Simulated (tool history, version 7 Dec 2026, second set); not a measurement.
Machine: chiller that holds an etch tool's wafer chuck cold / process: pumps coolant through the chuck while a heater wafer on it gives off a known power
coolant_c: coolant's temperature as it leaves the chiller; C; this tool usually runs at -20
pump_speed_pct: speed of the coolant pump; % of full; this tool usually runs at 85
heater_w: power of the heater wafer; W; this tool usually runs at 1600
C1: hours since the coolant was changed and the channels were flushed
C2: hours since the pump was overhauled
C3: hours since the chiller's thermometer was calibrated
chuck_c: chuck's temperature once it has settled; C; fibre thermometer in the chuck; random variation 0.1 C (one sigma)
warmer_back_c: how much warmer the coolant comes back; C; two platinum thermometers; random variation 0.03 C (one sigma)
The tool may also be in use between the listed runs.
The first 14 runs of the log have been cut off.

run 15 hour=2143.7 | coolant_c=-11 pump_speed_pct=85 heater_w=1424 | C1=2583 C2=2583 C3=3776 | chuck_c=1 warmer_back_c=2.89
run 16 hour=2298.6 | coolant_c=-20 pump_speed_pct=68 heater_w=1600 | C1=2738 C2=2738 C3=3931 | chuck_c=-4.7 warmer_back_c=4.26
run 17 hour=2464.9 | coolant_c=-17 pump_speed_pct=69 heater_w=1882 | C1=2904 C2=2904 C3=4097 | chuck_c=0.6 warmer_back_c=4.94
run 18 hour=2649.3 | coolant_c=-27 pump_speed_pct=92 heater_w=2333 | C1=3089 C2=3089 C3=4282 | chuck_c=-8.2 warmer_back_c=4.49
run 19 hour=2782.1 | coolant_c=-27 pump_speed_pct=92 heater_w=2333 | C1=3222 C2=3222 C3=4415 | chuck_c=-8.1 warmer_back_c=4.46
run 20 hour=2918.2 | coolant_c=-27 pump_speed_pct=92 heater_w=2333 | C1=3358 C2=3358 C3=4551 | chuck_c=-8.2 warmer_back_c=4.45
run 21 hour=3048 | coolant_c=-27 pump_speed_pct=92 heater_w=2333 | C1=3487 C2=3487 C3=4680 | chuck_c=-8.3 warmer_back_c=4.42
run 22 hour=3170.2 | coolant_c=-20 pump_speed_pct=79 heater_w=1600 | C1=3610 C2=3610 C3=4803 | chuck_c=-6.1 warmer_back_c=3.52
run 23 hour=3311.4 | coolant_c=-24 pump_speed_pct=78 heater_w=1049 | C1=3751 C2=3751 C3=4944 | chuck_c=-14.7 warmer_back_c=2.26
run 24 hour=3422 | coolant_c=-24 pump_speed_pct=78 heater_w=1049 | C1=3862 C2=3862 C3=5055 | chuck_c=-14.7 warmer_back_c=2.21
run 25 hour=3512.9 | coolant_c=-21 pump_speed_pct=62 heater_w=1049 | C1=3952 C2=3952 C3=5145 | chuck_c=-10.3 warmer_back_c=2.97
-- hour=3636.3 gauge calibrated
run 26 hour=3735.7 | coolant_c=-18 pump_speed_pct=62 heater_w=1049 | C1=4175 C2=4175 C3=5368 | chuck_c=-7.5 warmer_back_c=3.14
run 27 hour=3949.5 | coolant_c=-20 pump_speed_pct=60 heater_w=1172 | C1=4389 C2=4389 C3=5582 | chuck_c=-7.9 warmer_back_c=3.67
-- hour=3969 chiller's thermometer calibrated
run 28 hour=4069.5 | coolant_c=-29 pump_speed_pct=85 heater_w=1202 | C1=4508 C2=4508 C3=100 | chuck_c=-18.9 warmer_back_c=2.57
run 29 hour=4209.9 | coolant_c=-29 pump_speed_pct=85 heater_w=1202 | C1=4648 C2=4648 C3=241 | chuck_c=-18.9 warmer_back_c=2.59
run 30 hour=4356.7 | coolant_c=-20 pump_speed_pct=74 heater_w=1600 | C1=4795 C2=4795 C3=388 | chuck_c=-5.4 warmer_back_c=4.01
run 31 hour=4521.7 | coolant_c=-13 pump_speed_pct=79 heater_w=1554 | C1=4960 C2=4960 C3=553 | chuck_c=0.8 warmer_back_c=3.57
run 32 hour=4662.3 | coolant_c=-11 pump_speed_pct=78 heater_w=1244 | C1=5101 C2=5101 C3=693 | chuck_c=0.1 warmer_back_c=2.9

Alternative continuations, all from the tool just after run 32; predict every row:
run A hour=4762.9 | coolant_c=-20 pump_speed_pct=85 heater_w=874 | C1=5201 C2=5201 C3=794 | chuck_c=? warmer_back_c=?
run B hour=4762.9 | coolant_c=-29 pump_speed_pct=71 heater_w=1878 | C1=5201 C2=5201 C3=794 | chuck_c=? warmer_back_c=?
run C hour=4762.9 | coolant_c=-11 pump_speed_pct=83 heater_w=1600 | C1=5201 C2=5201 C3=794 | chuck_c=? warmer_back_c=?

run=A chuck_c=-12.5 warmer_back_c=1.81
run=B chuck_c=-11.5 warmer_back_c=4.85
run=C chuck_c=2.8 warmer_back_c=3.48
What these runs would have given with no unlogged condition in the tool:
run=A chuck_c=-12.6 warmer_back_c=1.9
run=B chuck_c=-11.5 warmer_back_c=4.93
run=C chuck_c=2.8 warmer_back_c=3.56
